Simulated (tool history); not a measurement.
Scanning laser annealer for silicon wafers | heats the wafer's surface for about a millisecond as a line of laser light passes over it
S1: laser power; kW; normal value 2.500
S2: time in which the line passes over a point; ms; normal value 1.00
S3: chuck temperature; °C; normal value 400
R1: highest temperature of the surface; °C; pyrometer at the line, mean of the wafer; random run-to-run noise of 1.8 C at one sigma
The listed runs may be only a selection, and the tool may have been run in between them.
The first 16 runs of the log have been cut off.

{"run": 17, "hour": 528.7, "S1": 2.5, "S2": 1.0, "S3": 400, "R1": 1094}
{"run": 18, "hour": 571.1, "S1": 2.202, "S2": 1.0, "S3": 400, "R1": 1020}
{"run": 19, "hour": 617.3, "S1": 2.202, "S2": 1.0, "S3": 400, "R1": 1015}
{"run": 20, "hour": 643.2, "S1": 2.5, "S2": 1.0, "S3": 400, "R1": 1093}
{"run": 21, "hour": 690.5, "S1": 2.5, "S2": 1.0, "S3": 400, "R1": 1091}
{"run": 22, "hour": 725.5, "S1": 2.429, "S2": 1.0, "S3": 386, "R1": 1060}
{"run": 23, "hour": 769.8, "S1": 2.5, "S2": 1.14, "S3": 436, "R1": 1176}
{"run": 24, "hour": 796.4, "S1": 2.5, "S2": 1.14, "S3": 436, "R1": 1175}
{"hour": 804.2, "done": "window over the wafer cleaned"}
{"run": 25, "hour": 827.9, "S1": 2.432, "S2": 1.09, "S3": 377, "R1": 1102}
{"run": 26, "hour": 867.8, "S1": 2.432, "S2": 0.86, "S3": 377, "R1": 1017}
{"run": 27, "hour": 904.2, "S1": 2.148, "S2": 0.86, "S3": 377, "R1": 946}
{"run": 28, "hour": 941.6, "S1": 2.148, "S2": 0.86, "S3": 423, "R1": 989}
{"run": 29, "hour": 968.7, "S1": 2.383, "S2": 0.74, "S3": 419, "R1": 994}
{"run": 30, "hour": 1006.2, "S1": 2.427, "S2": 0.72, "S3": 387, "R1": 967}
{"run": 31, "hour": 1058.0, "S1": 2.478, "S2": 0.96, "S3": 426, "R1": 1111}
{"run": 32, "hour": 1084.1, "S1": 2.478, "S2": 0.96, "S3": 426, "R1": 1108}
{"run": 33, "hour": 1116.8, "S1": 2.386, "S2": 1.08, "S3": 430, "R1": 1132}
{"run": 34, "hour": 1152.8, "S1": 2.68, "S2": 0.88, "S3": 428, "R1": 1128}
{"run": 35, "hour": 1178.7, "S1": 2.68, "S2": 0.88, "S3": 402, "R1": 1103}
{"run": 36, "hour": 1207.0, "S1": 2.5, "S2": 0.99, "S3": 364, "R1": 1060}
{"run": 37, "hour": 1246.6, "S1": 2.5, "S2": 0.99, "S3": 364, "R1": 1059}
{"run": 38, "hour": 1281.5, "S1": 2.364, "S2": 0.8, "S3": 431, "R1": 1020}
{"run": 39, "hour": 1311.0, "S1": 2.588, "S2": 0.82, "S3": 385, "R1": 1038}
{"run": 40, "hour": 1356.9, "S1": 2.588, "S2": 0.82, "S3": 385, "R1": 1034}

Here are 5 independent what-if runs from the current tool condition. What would each one return?
{"run": "A", "hour": 1405.5, "S1": 2.551, "S2": 0.82, "S3": 385, "R1": "?"}
{"run": "B", "hour": 1405.5, "S1": 2.5, "S2": 0.75, "S3": 411, "R1": "?"}
{"run": "C", "hour": 1405.5, "S1": 2.473, "S2": 1.09, "S3": 385, "R1": "?"}
{"run": "D", "hour": 1405.5, "S1": 2.273, "S2": 0.82, "S3": 401, "R1": "?"}
{"run": "E", "hour": 1405.5, "S1": 2.588, "S2": 0.83, "S3": 385, "R1": "?"}

run=A R1=1027
run=B R1=1013
run=C R1=1106
run=D R1=975
run=E R1=1037
With the hidden condition removed and each run's random variation left untouched, the same runs would have given:
run=A R1=1047
run=B R1=1032
run=C R1=1128
run=D R1=993
run=E R1=1056

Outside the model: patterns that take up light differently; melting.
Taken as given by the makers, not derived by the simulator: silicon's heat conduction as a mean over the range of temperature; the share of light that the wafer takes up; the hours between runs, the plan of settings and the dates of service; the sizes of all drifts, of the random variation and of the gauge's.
